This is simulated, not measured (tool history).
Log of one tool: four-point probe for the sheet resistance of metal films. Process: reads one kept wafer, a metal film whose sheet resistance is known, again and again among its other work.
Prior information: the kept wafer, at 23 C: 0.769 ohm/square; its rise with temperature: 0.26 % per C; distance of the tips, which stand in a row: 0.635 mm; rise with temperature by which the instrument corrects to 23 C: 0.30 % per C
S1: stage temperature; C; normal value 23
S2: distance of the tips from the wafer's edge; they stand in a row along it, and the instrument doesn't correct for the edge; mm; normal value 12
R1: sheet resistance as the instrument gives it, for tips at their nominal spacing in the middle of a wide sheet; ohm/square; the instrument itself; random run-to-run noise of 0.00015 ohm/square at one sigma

run 1 day=0.000 | S1=23 S2=12 | R1=0.766745
run 2 day=2.538 | S1=18 S2=12 | R1=0.768551
run 3 day=3.762 | S1=23 S2=16 | R1=0.766399
run 4 day=5.346 | S1=23 S2=16 | R1=0.766610
run 5 day=6.800 | S1=23 S2=12 | R1=0.766931
run 6 day=9.088 | S1=24 S2=12 | R1=0.766876
run 7 day=11.300 | S1=20 S2=12 | R1=0.767824
run 8 day=14.154 | S1=20 S2=12 | R1=0.768042
run 9 day=16.162 | S1=20 S2=12 | R1=0.767781
run 10 day=17.975 | S1=23 S2=12 | R1=0.767034
run 11 day=19.721 | S1=24 S2=12 | R1=0.767237
run 12 day=22.017 | S1=24 S2=12 | R1=0.767076
run 13 day=23.642 | S1=24 S2=12 | R1=0.766934
run 14 day=25.738 | S1=24 S2=12 | R1=0.766744
run 15 day=27.367 | S1=24 S2=12 | R1=0.767004
run 16 day=28.788 | S1=24 S2=12 | R1=0.767023
run 17 day=30.567 | S1=24 S2=12 | R1=0.767364
run 18 day=32.517 | S1=24 S2=12 | R1=0.767043
run 19 day=34.425 | S1=24 S2=12 | R1=0.767205
run 20 day=37.200 | S1=34 S2=12 | R1=0.764264
run 21 day=38.742 | S1=34 S2=12 | R1=0.764162
run 22 day=41.121 | S1=23 S2=63 | R1=0.766227
run 23 day=42.929 | S1=27 S2=23 | R1=0.765594
run 24 day=44.575 | S1=23 S2=6 | R1=0.771467
run 25 day=47.142 | S1=23 S2=6 | R1=0.771014
run 26 day=49.071 | S1=23 S2=23 | R1=0.766965
run 27 day=51.279 | S1=23 S2=23 | R1=0.767021
run 28 day=53.138 | S1=18 S2=74 | R1=0.768264
run 29 day=55.775 | S1=31 S2=6 | R1=0.768537
run 30 day=58.150 | S1=18 S2=64 | R1=0.768378
run 31 day=60.621 | S1=29 S2=12 | R1=0.766077
run 32 day=62.708 | S1=29 S2=6 | R1=0.769544
run 33 day=64.254 | S1=19 S2=40 | R1=0.768074
run 34 day=66.229 | S1=19 S2=40 | R1=0.768345
run 35 day=67.817 | S1=33 S2=41 | R1=0.763973
run 36 day=69.792 | S1=31 S2=40 | R1=0.764790
run 37 day=72.712 | S1=31 S2=40 | R1=0.764756
run 38 day=74.829 | S1=24 S2=66 | R1=0.766762
run 39 day=76.396 | S1=24 S2=66 | R1=0.766975
run 40 day=78.554 | S1=24 S2=66 | R1=0.766967

5 ways to go on from here, each from the tool as it stands after run 40. What would each give?
run A day=80.596 | S1=23 S2=43 | R1=?
run B day=80.596 | S1=23 S2=55 | R1=?
run C day=80.596 | S1=21 S2=66 | R1=?
run D day=80.596 | S1=24 S2=16 | R1=?
run E day=80.596 | S1=29 S2=7 | R1=?

run=A R1=0.767125
run=B R1=0.767563
run=C R1=0.767714
run=D R1=0.767423
run=E R1=0.768736
Had the tool no hidden state, the same runs would have come out as:
run=A R1=0.768956
run=B R1=0.769395
run=C R1=0.769544
run=D R1=0.769256
run=E R1=0.770579
